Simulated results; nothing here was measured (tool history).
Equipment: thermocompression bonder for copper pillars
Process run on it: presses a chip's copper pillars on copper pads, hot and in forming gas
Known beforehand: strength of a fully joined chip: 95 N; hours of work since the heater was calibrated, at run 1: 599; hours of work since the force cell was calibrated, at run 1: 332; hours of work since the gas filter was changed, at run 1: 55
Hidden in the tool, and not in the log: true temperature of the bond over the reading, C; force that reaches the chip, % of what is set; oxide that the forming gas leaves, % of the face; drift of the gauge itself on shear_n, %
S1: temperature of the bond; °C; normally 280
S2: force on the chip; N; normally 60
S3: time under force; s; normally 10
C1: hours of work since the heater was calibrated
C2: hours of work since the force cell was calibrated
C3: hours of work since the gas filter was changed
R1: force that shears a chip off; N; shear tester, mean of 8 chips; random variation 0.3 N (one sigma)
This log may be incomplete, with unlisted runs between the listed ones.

run	hour	S1	S2	S3	C1	C2	C3	R1
1	0	280	60	10	599	332	55	44.6
2	21.4	280	60	10	611	344	67	44.3
3	47.1	280	60	10	626	358	81	44.1
4	73.8	280	60	6	640	373	96	36.3
5	95.3	280	42	10	652	385	108	30.9
6	113.6	280	60	10	663	395	118	44.1
7	129.7	280	45	10	672	404	127	32.8
8	158.9	280	60	8	688	421	143	39.3
9	187.2	280	60	8	704	436	159	40.3
10	216.8	280	60	9	720	453	176	41
11	237.9	280	60	9	732	465	187	41.3
12	267.2	280	60	10	748	481	204	41.7
13	297.4	280	60	10	765	498	221	42.2
14	311.8	305	60	10	773	506	229	53
15	326.6	280	60	10	781	514	237	42.4
16	348.9	280	60	10	794	527	249	42.1
17	373.9	280	60	10	808	540	263	42
18	391.9	280	60	10	818	550	273	41.4
19	416.1	280	60	10	831	564	287	41.6
20	433.4	280	60	10	841	574	296	41.6
21	457.1	280	60	10	854	587	310	40.8
22	474.1	257	42	10	864	596	319	22.2
23	500.3	302	37	10	878	611	334	33.2
24	516.2	302	37	10	887	620	343	32.8
# hour 531.1: forming gas filter changed
25	546.3	302	37	10	904	636	8	36.4
26	571.3	252	37	10	918	650	22	19.5
27	592.5	252	37	10	929	662	34	19.2
28	618.4	252	37	10	944	676	49	19.8
29	633.9	250	37	10	952	685	57	18.7
30	665.9	253	60	6	970	703	75	25.8
31	682.6	253	60	6	980	712	84	26.3
32	714.3	253	60	6	997	730	102	25.9
33	746.7	268	76	10	1015	748	120	47.2
# hour 764.8: force cell calibrated
34	776.7	280	89	5	1031	7	136	46.4
35	798.5	280	89	5	1043	19	148	45.5
36	829.4	267	58	10	1061	36	165	34.1
37	844.2	290	60	10	1069	44	174	46
38	875.8	303	67	5	1086	62	191	43.8
39	888.9	252	60	7	1094	69	199	25.1

Hidden state or all else? Some run-to-run changes of R1, split into what the settings, what came in and random variation would give without the hidden state, and what is left for the hidden state (with any gauge scatter that isn't in both results):
Run 21 -> 22: S1 280 -> 257, S2 60 -> 42. R1 -18.6 N: hidden state +1.8, all else -20.4.
Run 24 -> 25: forming gas filter changed. R1 +3.6 N: hidden state +3.5, all else +0.1.
Run 32 -> 33: S1 253 -> 268, S2 60 -> 76, S3 6 -> 10. R1 +21.3 N: hidden state -1, all else +22.3.
Run 33 -> 34: S1 268 -> 280, S2 76 -> 89, S3 10 -> 5, force cell calibrated. R1 -0.8 N: hidden state -2.1, all else +1.3.
Run 38 -> 39: S1 303 -> 252, S2 67 -> 60, S3 5 -> 7. R1 -18.7 N: hidden state +1.3, all else -20.
